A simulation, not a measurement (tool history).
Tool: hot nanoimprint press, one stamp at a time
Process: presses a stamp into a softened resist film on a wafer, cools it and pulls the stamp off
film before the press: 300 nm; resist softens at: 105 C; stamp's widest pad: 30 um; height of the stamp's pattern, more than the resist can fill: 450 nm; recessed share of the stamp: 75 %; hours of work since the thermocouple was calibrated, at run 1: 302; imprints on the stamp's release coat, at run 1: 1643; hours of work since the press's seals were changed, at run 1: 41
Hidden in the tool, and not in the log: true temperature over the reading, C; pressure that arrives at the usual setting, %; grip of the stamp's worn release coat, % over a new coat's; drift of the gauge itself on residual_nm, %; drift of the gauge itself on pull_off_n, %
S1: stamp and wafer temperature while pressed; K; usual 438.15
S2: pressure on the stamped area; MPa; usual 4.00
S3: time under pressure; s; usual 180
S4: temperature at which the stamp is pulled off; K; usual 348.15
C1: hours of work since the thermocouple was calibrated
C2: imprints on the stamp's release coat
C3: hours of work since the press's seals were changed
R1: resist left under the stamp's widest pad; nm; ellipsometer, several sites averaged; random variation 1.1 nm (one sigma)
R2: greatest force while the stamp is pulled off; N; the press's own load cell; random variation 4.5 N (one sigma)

run,hour,S1,S2,S3,S4,C1,C2,C3,R1,R2
1,0.0,438.15,4.00,180,348.15,302,1643,41,167.7,315
2,7.2,438.15,4.00,180,348.15,306,1669,45,167.5,336
# hour 18.7: plate thermocouple calibrated
3,21.6,438.15,4.00,180,348.15,2,1710,53,169.7,319
4,26.6,438.15,4.00,180,348.15,5,1728,56,171.0,323
# hour 42.1: stamp cleaned and given a new release coat
5,43.9,438.15,4.00,180,348.15,12,6,63,169.3,217
6,50.0,438.15,4.00,180,348.15,16,28,67,172.8,227
7,55.2,438.15,4.00,180,348.15,20,47,70,170.7,222
# hour 65.8: plate thermocouple calibrated, once more
8,67.2,438.15,4.00,180,348.15,1,80,76,158.2,230
9,77.0,438.15,4.00,180,348.15,7,115,82,157.8,225
10,88.4,438.15,4.00,180,348.15,15,156,90,158.7,226
11,94.1,438.15,4.00,180,348.15,18,177,93,158.7,236
12,105.0,438.15,6.15,159,348.15,25,217,100,132.9,236
13,112.0,445.15,2.99,303,345.15,30,242,105,111.1,234
14,120.5,438.15,6.36,355,348.15,35,273,110,98.4,238
15,131.1,438.15,6.36,355,348.15,42,311,117,97.9,246
16,139.2,438.15,4.00,357,348.15,47,340,122,123.6,240
17,147.3,438.15,4.00,150,345.15,52,370,128,168.5,249
18,155.9,438.15,4.00,150,345.15,58,401,133,169.6,262
19,166.7,438.15,4.00,150,345.15,65,440,140,168.8,243
20,172.4,438.15,4.00,150,345.15,69,461,144,171.4,250
21,182.3,431.15,2.46,150,351.15,75,497,150,251.2,244

Forecast each of these 4 alternatives for the next run:
A,193.1,438.15,3.69,229,339.15,82,536,157,?,?
B,193.1,438.15,4.00,115,351.15,82,536,157,?,?
C,193.1,432.15,2.46,150,351.15,82,536,157,?,?
D,193.1,431.15,4.40,180,342.15,82,536,157,?,?

run,R1,R2
A,154.0,254
B,184.3,242
C,247.5,249
D,205.6,262
Without the tool's hidden state the same runs would have given:
run,R1,R2
A,150.3,223
B,180.4,212
C,244.5,219
D,201.4,230

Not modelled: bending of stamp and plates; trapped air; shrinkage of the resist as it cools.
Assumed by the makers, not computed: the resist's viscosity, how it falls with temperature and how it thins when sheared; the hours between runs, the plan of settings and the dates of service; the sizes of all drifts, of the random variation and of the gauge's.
